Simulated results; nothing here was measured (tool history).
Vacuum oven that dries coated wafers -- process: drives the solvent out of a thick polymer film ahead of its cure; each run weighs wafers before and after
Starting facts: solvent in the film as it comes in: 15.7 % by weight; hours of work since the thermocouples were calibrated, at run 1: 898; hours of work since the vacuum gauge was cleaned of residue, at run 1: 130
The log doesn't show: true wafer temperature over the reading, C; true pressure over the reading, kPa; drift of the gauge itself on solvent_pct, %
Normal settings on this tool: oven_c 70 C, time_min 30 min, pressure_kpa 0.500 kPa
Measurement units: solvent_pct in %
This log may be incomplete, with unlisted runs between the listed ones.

run     day  oven_c  time_min  pressure_kpa  hours of work since the thermocouples were calibrated  hours of work since the vacuum gauge was cleaned of residue  solvent_pct
  1   0.000      70        30         0.500                                                    898                                                          130         2.37
  2   1.462      70        30         1.451                                                    915                                                          147         2.83
  3   2.942      70        30         1.451                                                    932                                                          164         2.97
  4   3.733      70        54         0.500                                                    941                                                          174         0.83
  5   4.646      68        30         0.500                                                    952                                                          184         2.89
  6   5.421      70        30         0.500                                                    961                                                          193         2.14
  7   6.371      70        30         0.500                                                    972                                                          204         2.42
      6.542  -- oven's thermocouples calibrated
  8   7.383      70        30         0.500                                                     10                                                          215         2.29
  9   8.225      65        30         0.500                                                     20                                                          225         3.95
 10   9.108      65        30         0.500                                                     30                                                          235         4.05
 11  10.050      65        30         0.500                                                     41                                                          246         3.97
 12  10.921      65        30         0.500                                                     51                                                          256         4.02
     11.312  -- oven's thermocouples calibrated, once more
 13  12.108      65        30         0.500                                                      9                                                          269         2.97
 14  12.917      65        20         0.542                                                     19                                                          279         4.67
 15  13.667      62        21         1.072                                                     27                                                          287         5.90
 16  14.604      70        20         0.500                                                     38                                                          298         3.06
 17  15.688      70        20         0.500                                                     51                                                          311         3.11
 18  16.817      70        20         0.500                                                     64                                                          324         3.07

Alternative continuations, all from the tool just after run 18; predict every row:
  A  17.642      70        40         0.500                                                     74                                                          334            ?
  B  17.642      70        43         0.500                                                     74                                                          334            ?
  C  17.642      61        20         0.500                                                     74                                                          334            ?
  D  17.642      66        52         1.195                                                     74                                                          334            ?

run  solvent_pct
  A         0.95
  B         0.86
  C         6.20
  D         1.74
The same runs, with their run-to-run variation unchanged, on a tool lacking any hidden condition would have given:
run  solvent_pct
  A         0.92
  B         0.83
  C         6.19
  D         1.70
